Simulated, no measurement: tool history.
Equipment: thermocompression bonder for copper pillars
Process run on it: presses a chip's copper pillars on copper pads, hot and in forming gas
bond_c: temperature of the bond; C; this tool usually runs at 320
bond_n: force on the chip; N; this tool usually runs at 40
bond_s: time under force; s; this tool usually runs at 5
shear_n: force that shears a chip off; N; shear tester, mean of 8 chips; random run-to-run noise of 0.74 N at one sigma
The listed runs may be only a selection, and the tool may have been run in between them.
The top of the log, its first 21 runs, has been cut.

Run 22, hour 153.1: usual settings but bond_c 330 C. Result: shear_n 70.6 N.
At hour 156.8: forming gas filter changed.
Run 23, hour 157.8: usual settings but bond_c 330 C. Result: shear_n 73.0 N.
Run 24, hour 166.7: usual settings but bond_c 330 C. Result: shear_n 70.3 N.
Run 25, hour 173.7: usual settings but bond_c 330 C. Result: shear_n 70.7 N.
Run 26, hour 180.5: usual settings but bond_c 299 C, bond_n 41 N. Result: shear_n 53.5 N.
Run 27, hour 185.8: usual settings but bond_c 341 C, bond_n 25 N, bond_s 8 s. Result: shear_n 63.1 N.
Run 28, hour 195.8: usual settings but bond_s 7 s. Result: shear_n 72.0 N.
Run 29, hour 203.8: usual settings but bond_s 7 s. Result: shear_n 71.6 N.
Run 30, hour 209.5: usual settings but bond_n 29 N. Result: shear_n 49.9 N.
Run 31, hour 216.9: usual settings but bond_n 29 N, bond_s 11 s. Result: shear_n 64.4 N.
Run 32, hour 222.4: usual settings but bond_n 29 N. Result: shear_n 49.2 N.
Run 33, hour 231.7: usual settings but bond_c 349 C, bond_n 33 N, bond_s 13 s. Result: shear_n 86.2 N.
Run 34, hour 239.1: usual settings but bond_c 295 C, bond_n 52 N. Result: shear_n 61.4 N.
Run 35, hour 246.3: usual settings but bond_s 11 s. Result: shear_n 77.4 N.
Run 36, hour 251.3: usual settings but bond_c 335 C, bond_n 58 N, bond_s 9 s. Result: shear_n 93.5 N.
Run 37, hour 256.3: usual settings but bond_c 290 C, bond_s 4 s. Result: shear_n 43.7 N.
Run 38, hour 261.1: usual settings but bond_s 13 s. Result: shear_n 81.5 N.
Run 39, hour 267.8: usual settings but bond_n 33 N, bond_s 13 s. Result: shear_n 72.2 N.
Run 40, hour 274.9: usual settings but bond_n 38 N. Result: shear_n 61.1 N.

Forecast each of these 3 alternatives for the next run:
Run A, hour 282.0: usual settings but bond_c 306 C. Result: shear_n ?.
Run B, hour 282.0: usual settings but bond_n 38 N, bond_s 8 s. Result: shear_n ?.
Run C, hour 282.0: usual settings but bond_c 312 C, bond_n 38 N, bond_s 7 s. Result: shear_n ?.

run  shear_n
  A     56.9
  B     71.8
  C     64.5
What these runs would have given with no unlogged condition in the tool:
run  shear_n
  A     57.4
  B     72.4
  C     65.1

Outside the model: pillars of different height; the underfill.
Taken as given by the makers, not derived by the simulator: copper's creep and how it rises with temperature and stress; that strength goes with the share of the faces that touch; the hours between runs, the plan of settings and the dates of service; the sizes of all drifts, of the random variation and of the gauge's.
